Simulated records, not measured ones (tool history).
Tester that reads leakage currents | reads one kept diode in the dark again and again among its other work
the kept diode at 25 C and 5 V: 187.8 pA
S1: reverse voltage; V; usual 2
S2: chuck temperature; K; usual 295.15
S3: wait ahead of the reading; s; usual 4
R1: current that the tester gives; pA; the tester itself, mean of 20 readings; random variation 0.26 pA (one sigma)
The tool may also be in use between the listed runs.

run     day     S1      S2    S3      R1
  1       0      2  295.15     4    86.1
      5.612  -- chuck's temperature calibrated
  2   5.979      2  295.15     4   85.26
  3  10.646  15.47  295.15     4  279.85
  4  13.988  15.47  295.15     4   278.6
     19.425  -- probe card cleaned and baked
  5  20.804      2  295.15  1.15   86.07
  6  25.842      2  295.15  1.15   85.67
  7  33.862      2  296.15  1.15    93.6
  8  41.771   5.77  295.15  1.15  158.55
  9  48.317  18.18  295.15  0.41  316.27
 10  54.162   4.65  313.15  5.62  615.44

The same runs without the tool's hidden state, with the same run-to-run variation:
The hidden state here: stray current of the dirty probe card, pA a volt; current scale over the true one, %; true chuck temperature over the reading, C; drift of the gauge itself on leakage_pa, %.
run      R1
  1   85.94
  2   85.21
  3  279.44
  4  278.16
  5   86.06
  6   85.65
  7   93.56
  8  158.45
  9  315.99
 10  615.03
